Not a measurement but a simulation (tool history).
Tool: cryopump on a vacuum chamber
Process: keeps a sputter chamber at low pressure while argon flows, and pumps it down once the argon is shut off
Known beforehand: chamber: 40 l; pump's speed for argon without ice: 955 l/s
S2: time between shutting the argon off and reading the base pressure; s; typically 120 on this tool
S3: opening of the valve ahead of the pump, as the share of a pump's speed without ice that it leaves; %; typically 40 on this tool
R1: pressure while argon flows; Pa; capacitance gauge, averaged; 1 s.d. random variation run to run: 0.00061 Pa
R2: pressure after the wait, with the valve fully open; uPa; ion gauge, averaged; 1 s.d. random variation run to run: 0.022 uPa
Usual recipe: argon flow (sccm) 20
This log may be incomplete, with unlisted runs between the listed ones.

Run 1, hour 0.0: usual settings. Result: R1 0.1000 Pa, R2 1.43 uPa.
Run 2, hour 76.8: usual settings. Result: R1 0.1029 Pa, R2 1.52 uPa.
At hour 100.4: pump warmed up, emptied and cooled again.
Run 3, hour 147.1: usual settings but argon flow (sccm) 18. Result: R1 0.0817 Pa, R2 1.23 uPa.
Run 4, hour 245.1: usual settings but argon flow (sccm) 18. Result: R1 0.0815 Pa, R2 1.34 uPa.
Run 5, hour 337.7: usual settings but argon flow (sccm) 18. Result: R1 0.0836 Pa, R2 1.38 uPa.
Run 6, hour 449.5: usual settings but argon flow (sccm) 18. Result: R1 0.0838 Pa, R2 1.42 uPa.
Run 7, hour 501.6: usual settings but S2 21 s. Result: R1 0.0959 Pa, R2 2.95 uPa.
Run 8, hour 610.8: usual settings but S2 21 s. Result: R1 0.0987 Pa, R2 3.02 uPa.
Run 9, hour 704.4: usual settings but S3 41 %. Result: R1 0.0974 Pa, R2 1.58 uPa.
At hour 796.4: pump warmed up, emptied and cooled again.
Run 10, hour 820.6: usual settings but S3 41 %. Result: R1 0.0886 Pa, R2 1.37 uPa.
Run 11, hour 893.9: usual settings but S3 43 %. Result: R1 0.0847 Pa, R2 1.41 uPa.
Run 12, hour 995.0: usual settings but S3 43 %. Result: R1 0.0862 Pa, R2 1.49 uPa.
Run 13, hour 1041.3: usual settings but argon flow (sccm) 10, S3 43 %. Result: R1 0.0430 Pa, R2 1.51 uPa.
Run 14, hour 1138.0: usual settings but argon flow (sccm) 10, S3 43 %. Result: R1 0.0441 Pa, R2 1.59 uPa.
Run 15, hour 1242.0: usual settings but argon flow (sccm) 10, S3 43 %. Result: R1 0.0448 Pa, R2 1.61 uPa.
Run 16, hour 1342.4: usual settings but argon flow (sccm) 10, S3 43 %. Result: R1 0.0467 Pa, R2 1.71 uPa.
Run 17, hour 1450.1: usual settings. Result: R1 0.1011 Pa, R2 1.79 uPa.
At hour 1490.5: pump warmed up, emptied and cooled again.
Run 18, hour 1543.0: usual settings but argon flow (sccm) 21, S3 46 %. Result: R1 0.0826 Pa, R2 1.55 uPa.
Run 19, hour 1591.4: usual settings but S2 75 s, S3 55 %. Result: R1 0.0673 Pa, R2 1.70 uPa.
Run 20, hour 1668.7: usual settings but S2 75 s, S3 55 %. Result: R1 0.0693 Pa, R2 1.77 uPa.
Run 21, hour 1720.5: usual settings but S2 75 s, S3 55 %. Result: R1 0.0693 Pa, R2 1.81 uPa.
Run 22, hour 1780.2: usual settings but S2 37 s, S3 20 %. Result: R1 0.1835 Pa, R2 2.35 uPa.
Run 23, hour 1831.5: usual settings but S2 31 s, S3 48 %. Result: R1 0.0807 Pa, R2 2.58 uPa.
Run 24, hour 1905.7: usual settings but argon flow (sccm) 19, S2 164 s, S3 59 %. Result: R1 0.0650 Pa, R2 1.71 uPa.
Run 25, hour 2016.4: usual settings but argon flow (sccm) 19, S2 164 s, S3 59 %. Result: R1 0.0668 Pa, R2 1.89 uPa.
Run 26, hour 2109.9: usual settings but S2 203 s, S3 15 %. Result: R1 0.2486 Pa, R2 1.88 uPa.
At hour 2186.8: pump warmed up, emptied and cooled again.
Run 27, hour 2200.8: usual settings but S2 203 s, S3 15 %. Result: R1 0.2395 Pa, R2 1.58 uPa.
Run 28, hour 2295.2: usual settings but S2 27 s, S3 15 %. Result: R1 0.2389 Pa, R2 2.93 uPa.
Run 29, hour 2357.9: usual settings but argon flow (sccm) 10, S2 34 s, S3 22 %. Result: R1 0.0825 Pa, R2 2.60 uPa.
Run 30, hour 2421.9: usual settings but argon flow (sccm) 16, S2 26 s, S3 16 %. Result: R1 0.1813 Pa, R2 2.99 uPa.
Run 31, hour 2502.7: usual settings but argon flow (sccm) 16, S2 26 s, S3 16 %. Result: R1 0.1811 Pa, R2 3.02 uPa.
Run 32, hour 2551.6: usual settings but argon flow (sccm) 16, S2 26 s, S3 16 %. Result: R1 0.1823 Pa, R2 3.09 uPa.
Run 33, hour 2605.2: usual settings but argon flow (sccm) 30, S2 211 s, S3 30 %. Result: R1 0.1900 Pa, R2 1.82 uPa.
Run 34, hour 2683.6: usual settings but argon flow (sccm) 15, S2 88 s, S3 29 %. Result: R1 0.0990 Pa, R2 2.14 uPa.

How would selected steps in R1 from run to run divide? Give the signed amount a tool lacking its hidden state would still show from settings, what came in and random variation, and the signed amount left for the hidden state, including any gauge scatter that is not in both of the compared results.
Unlogged tool condition in this case: pump's speed, % of a pump's without ice; cold plate's temperature, K; leak into the chamber, uPa l/s; drift of the gauge itself on working_pa, %; drift of the gauge itself on base_upa, %.
Run 2 -> 3: argon flow (sccm) 20 -> 18, pump warmed up, emptied and cooled again. R1 -0.0212 Pa: hidden state -0.0119, all else -0.0093.
Run 17 -> 18: argon flow (sccm) 20 -> 21, S3 40 -> 46, pump warmed up, emptied and cooled again. R1 -0.0185 Pa: hidden state -0.0101, all else -0.0084.
Run 21 -> 22: S2 75 -> 37, S3 55 -> 20. R1 +0.1142 Pa: hidden state +0.0009, all else +0.1133.
Run 25 -> 26: argon flow (sccm) 19 -> 20, S2 164 -> 203, S3 59 -> 15. R1 +0.1818 Pa: hidden state +0.0025, all else +0.1793.
Run 26 -> 27: pump warmed up, emptied and cooled again. R1 -0.0091 Pa: hidden state -0.0100, all else +0.0009.
Run 28 -> 29: argon flow (sccm) 20 -> 10, S2 27 -> 34, S3 15 -> 22. R1 -0.1564 Pa: hidden state -0.0012, all else -0.1552.

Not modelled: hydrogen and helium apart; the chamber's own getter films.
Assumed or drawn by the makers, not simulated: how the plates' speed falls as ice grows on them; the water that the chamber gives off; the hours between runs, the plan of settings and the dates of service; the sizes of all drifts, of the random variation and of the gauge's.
